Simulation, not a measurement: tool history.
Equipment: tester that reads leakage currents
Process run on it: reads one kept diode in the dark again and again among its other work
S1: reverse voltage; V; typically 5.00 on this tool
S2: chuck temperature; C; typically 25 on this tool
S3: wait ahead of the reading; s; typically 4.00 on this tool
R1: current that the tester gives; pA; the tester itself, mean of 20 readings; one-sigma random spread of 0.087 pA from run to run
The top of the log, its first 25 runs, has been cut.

{"run": 26, "hour": 4047.6, "S1": 10.14, "S2": 27, "S3": 2.21, "R1": 38.3}
{"run": 27, "hour": 4259.4, "S1": 5.0, "S2": 25, "S3": 4.0, "R1": 24.35}
{"hour": 4310.9, "done": "probe card cleaned and baked"}
{"run": 28, "hour": 4471.5, "S1": 5.0, "S2": 25, "S3": 9.44, "R1": 22.34}
{"run": 29, "hour": 4597.7, "S1": 11.37, "S2": 52, "S3": 5.92, "R1": 327.44}
{"run": 30, "hour": 4744.8, "S1": 11.37, "S2": 21, "S3": 1.12, "R1": 21.15}
{"run": 31, "hour": 4927.5, "S1": 11.37, "S2": 37, "S3": 1.12, "R1": 89.98}
{"run": 32, "hour": 5144.6, "S1": 11.37, "S2": 37, "S3": 0.42, "R1": 92.32}
{"run": 33, "hour": 5384.1, "S1": 5.0, "S2": 25, "S3": 0.35, "R1": 23.89}
{"run": 34, "hour": 5511.4, "S1": 5.0, "S2": 25, "S3": 0.35, "R1": 23.92}
{"run": 35, "hour": 5647.1, "S1": 5.0, "S2": 25, "S3": 0.35, "R1": 23.99}
{"run": 36, "hour": 5778.2, "S1": 5.0, "S2": 25, "S3": 4.84, "R1": 21.88}
{"run": 37, "hour": 5904.0, "S1": 3.81, "S2": 33, "S3": 3.4, "R1": 42.42}
{"hour": 5918.6, "done": "chuck's temperature calibrated"}
{"run": 38, "hour": 6014.6, "S1": 3.81, "S2": 33, "S3": 3.4, "R1": 45.89}
{"run": 39, "hour": 6150.2, "S1": 3.05, "S2": 36, "S3": 4.0, "R1": 56.42}
{"run": 40, "hour": 6328.1, "S1": 4.53, "S2": 30, "S3": 1.26, "R1": 37.23}

Predict each of these 4 candidate next runs independently; none follows another, all start after run 40:
{"run": "A", "hour": 6463.2, "S1": 11.5, "S2": 37, "S3": 4.0, "R1": "?"}
{"run": "B", "hour": 6463.2, "S1": 4.89, "S2": 20, "S3": 2.11, "R1": "?"}
{"run": "C", "hour": 6463.2, "S1": 5.0, "S2": 25, "S3": 3.3, "R1": "?"}
{"run": "D", "hour": 6463.2, "S1": 5.04, "S2": 23, "S3": 1.03, "R1": "?"}

run=A R1=94.76
run=B R1=14.84
run=C R1=23.85
run=D R1=20.36
With no hidden state in the tool, these same runs would have given:
run=A R1=96.06
run=B R1=14.70
run=C R1=23.95
run=D R1=20.36

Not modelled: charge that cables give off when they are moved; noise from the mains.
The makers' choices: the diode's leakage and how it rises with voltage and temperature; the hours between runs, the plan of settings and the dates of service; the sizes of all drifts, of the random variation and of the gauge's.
